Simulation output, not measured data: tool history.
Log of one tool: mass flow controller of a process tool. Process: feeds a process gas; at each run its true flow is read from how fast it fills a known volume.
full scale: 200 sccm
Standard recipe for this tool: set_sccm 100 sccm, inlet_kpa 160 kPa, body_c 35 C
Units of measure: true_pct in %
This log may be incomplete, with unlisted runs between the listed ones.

{"run": 1, "hour": 0.0, "set_sccm": 100, "inlet_kpa": 160, "body_c": 35, "true_pct": 100.94}
{"run": 2, "hour": 371.8, "set_sccm": 100, "inlet_kpa": 160, "body_c": 35, "true_pct": 100.99}
{"run": 3, "hour": 686.4, "set_sccm": 100, "inlet_kpa": 160, "body_c": 35, "true_pct": 100.95}
{"run": 4, "hour": 891.7, "set_sccm": 21, "inlet_kpa": 160, "body_c": 35, "true_pct": 101.84}
{"run": 5, "hour": 1197.5, "set_sccm": 21, "inlet_kpa": 160, "body_c": 35, "true_pct": 102.03}
{"run": 6, "hour": 1413.8, "set_sccm": 149, "inlet_kpa": 160, "body_c": 35, "true_pct": 101.28}
{"run": 7, "hour": 1775.6, "set_sccm": 149, "inlet_kpa": 160, "body_c": 35, "true_pct": 101.2}
{"run": 8, "hour": 2013.9, "set_sccm": 100, "inlet_kpa": 160, "body_c": 39, "true_pct": 101.19}
{"run": 9, "hour": 2186.7, "set_sccm": 100, "inlet_kpa": 160, "body_c": 39, "true_pct": 101.28}
{"run": 10, "hour": 2406.1, "set_sccm": 100, "inlet_kpa": 160, "body_c": 39, "true_pct": 101.24}
{"run": 11, "hour": 2664.2, "set_sccm": 100, "inlet_kpa": 160, "body_c": 39, "true_pct": 101.24}
{"run": 12, "hour": 2844.0, "set_sccm": 100, "inlet_kpa": 160, "body_c": 35, "true_pct": 101.66}
{"run": 13, "hour": 3060.7, "set_sccm": 100, "inlet_kpa": 160, "body_c": 35, "true_pct": 101.41}
{"run": 14, "hour": 3428.0, "set_sccm": 100, "inlet_kpa": 160, "body_c": 35, "true_pct": 101.56}
{"run": 15, "hour": 3804.2, "set_sccm": 100, "inlet_kpa": 160, "body_c": 35, "true_pct": 101.74}
{"run": 16, "hour": 4188.5, "set_sccm": 100, "inlet_kpa": 160, "body_c": 35, "true_pct": 101.88}
{"run": 17, "hour": 4356.9, "set_sccm": 100, "inlet_kpa": 160, "body_c": 35, "true_pct": 101.92}
{"run": 18, "hour": 4648.3, "set_sccm": 100, "inlet_kpa": 160, "body_c": 35, "true_pct": 101.88}
{"run": 19, "hour": 5003.3, "set_sccm": 100, "inlet_kpa": 160, "body_c": 34, "true_pct": 102.17}
{"run": 20, "hour": 5192.5, "set_sccm": 30, "inlet_kpa": 143, "body_c": 21, "true_pct": 103.55}
{"run": 21, "hour": 5476.3, "set_sccm": 115, "inlet_kpa": 160, "body_c": 35, "true_pct": 102.07}
{"run": 22, "hour": 5754.5, "set_sccm": 115, "inlet_kpa": 160, "body_c": 35, "true_pct": 102.08}
{"run": 23, "hour": 6048.4, "set_sccm": 115, "inlet_kpa": 160, "body_c": 35, "true_pct": 102.19}
{"run": 24, "hour": 6318.1, "set_sccm": 115, "inlet_kpa": 160, "body_c": 35, "true_pct": 102.22}
{"run": 25, "hour": 6677.3, "set_sccm": 126, "inlet_kpa": 160, "body_c": 28, "true_pct": 102.6}
{"run": 26, "hour": 6963.9, "set_sccm": 126, "inlet_kpa": 160, "body_c": 28, "true_pct": 102.58}
{"run": 27, "hour": 7126.6, "set_sccm": 36, "inlet_kpa": 160, "body_c": 21, "true_pct": 103.91}
{"run": 28, "hour": 7329.0, "set_sccm": 170, "inlet_kpa": 152, "body_c": 25, "true_pct": 102.82}
{"run": 29, "hour": 7643.5, "set_sccm": 170, "inlet_kpa": 152, "body_c": 25, "true_pct": 102.89}
{"hour": 7735.5, "done": "controller's zero set anew"}
{"run": 30, "hour": 7834.2, "set_sccm": 100, "inlet_kpa": 257, "body_c": 35, "true_pct": 101.4}
{"run": 31, "hour": 8191.0, "set_sccm": 70, "inlet_kpa": 164, "body_c": 23, "true_pct": 102.52}
{"run": 32, "hour": 8380.3, "set_sccm": 70, "inlet_kpa": 194, "body_c": 27, "true_pct": 102.02}
{"run": 33, "hour": 8733.9, "set_sccm": 23, "inlet_kpa": 165, "body_c": 35, "true_pct": 102.24}
{"run": 34, "hour": 8991.9, "set_sccm": 100, "inlet_kpa": 174, "body_c": 28, "true_pct": 102.5}
{"run": 35, "hour": 9236.4, "set_sccm": 97, "inlet_kpa": 141, "body_c": 35, "true_pct": 102.41}

Same runs, no hidden state in the tool, same run-to-run variation:
Hidden conditions of the tool in this case: flow at rest that the sensor doesn't see, % of full scale; true flow over the shown one, %; drift of the gauge itself on true_pct, %.
run=1 true_pct=99.73
run=2 true_pct=99.69
run=3 true_pct=99.58
run=4 true_pct=99.35
run=5 true_pct=99.41
run=6 true_pct=99.85
run=7 true_pct=99.7
run=8 true_pct=99.52
run=9 true_pct=99.57
run=10 true_pct=99.49
run=11 true_pct=99.43
run=12 true_pct=99.8
run=13 true_pct=99.51
run=14 true_pct=99.57
run=15 true_pct=99.67
run=16 true_pct=99.73
run=17 true_pct=99.73
run=18 true_pct=99.63
run=19 true_pct=99.83
run=20 true_pct=100.04
run=21 true_pct=99.7
run=22 true_pct=99.66
run=23 true_pct=99.7
run=24 true_pct=99.66
run=25 true_pct=100
run=26 true_pct=99.92
run=27 true_pct=100.06
run=28 true_pct=100.21
run=29 true_pct=100.21
run=30 true_pct=99.03
run=31 true_pct=100.06
run=32 true_pct=99.52
run=33 true_pct=99.5
run=34 true_pct=99.87
run=35 true_pct=99.71
